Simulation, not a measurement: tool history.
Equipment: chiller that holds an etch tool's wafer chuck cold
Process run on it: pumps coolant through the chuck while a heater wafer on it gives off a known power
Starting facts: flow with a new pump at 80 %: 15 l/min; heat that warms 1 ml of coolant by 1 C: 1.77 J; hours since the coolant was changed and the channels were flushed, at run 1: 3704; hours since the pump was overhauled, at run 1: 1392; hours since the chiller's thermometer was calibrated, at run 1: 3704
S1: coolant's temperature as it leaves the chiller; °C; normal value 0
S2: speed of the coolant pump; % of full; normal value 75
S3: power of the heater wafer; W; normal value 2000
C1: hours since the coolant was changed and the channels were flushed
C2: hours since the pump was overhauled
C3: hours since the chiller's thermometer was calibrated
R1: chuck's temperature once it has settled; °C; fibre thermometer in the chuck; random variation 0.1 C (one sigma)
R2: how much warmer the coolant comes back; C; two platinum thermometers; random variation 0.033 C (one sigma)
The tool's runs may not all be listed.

run	hour	S1	S2	S3	C1	C2	C3	R1	R2
1	0	0	75	2000	3704	1392	3704	24.2	4.99
2	82.6	0	75	2000	3787	1475	3787	24.2	5.03
3	178.4	0	75	2000	3883	1570	3883	24.3	4.97
4	257.7	0	75	2000	3962	1650	3962	24.4	5.01
5	344.1	0	75	2000	4048	1736	4048	24.4	5.02
# hour 437.3: chiller's thermometer calibrated
6	527.8	0	75	2000	4231	1919	90	24.2	5.05
7	699.9	0	75	2000	4403	2091	263	24.2	5.07
8	853.3	0	75	2000	4557	2244	416	24.4	5.08
9	1021.4	0	75	2000	4725	2413	584	24.7	5.1
10	1154.5	0	75	2000	4858	2546	717	24.7	5.14
11	1268.9	0	75	2000	4972	2660	832	24.9	5.18
12	1422.1	6	75	1723	5125	2813	985	27.5	4.41
# hour 1575.9: chiller's thermometer calibrated, once more
13	1609.3	7	79	1871	5312	2999	33	30.9	4.62
14	1793.4	7	79	1871	5496	3183	217	31.2	4.6
15	1904	-4	86	1903	5606	3294	328	19	4.32
16	2050	-9	64	2224	5752	3440	474	25.8	6.83
17	2199.9	0	79	2456	5902	3590	624	32.3	6.11
18	2374.6	-4	66	1364	6077	3765	799	16.9	4.09
19	2493.2	-7	74	1398	6196	3883	917	12.4	3.76
20	2574.2	-9	82	1587	6277	3964	998	11.2	3.85

For run 21, what comes out?
21	2657.4	3	92	2215	6360	4048	1082	?	?

Run 21 yielded R1 29.2 °C, R2 4.73 C.
On a tool with no hidden condition, and with the same random variation, this run would have come out at R1 23.8 °C, R2 4.31 C.

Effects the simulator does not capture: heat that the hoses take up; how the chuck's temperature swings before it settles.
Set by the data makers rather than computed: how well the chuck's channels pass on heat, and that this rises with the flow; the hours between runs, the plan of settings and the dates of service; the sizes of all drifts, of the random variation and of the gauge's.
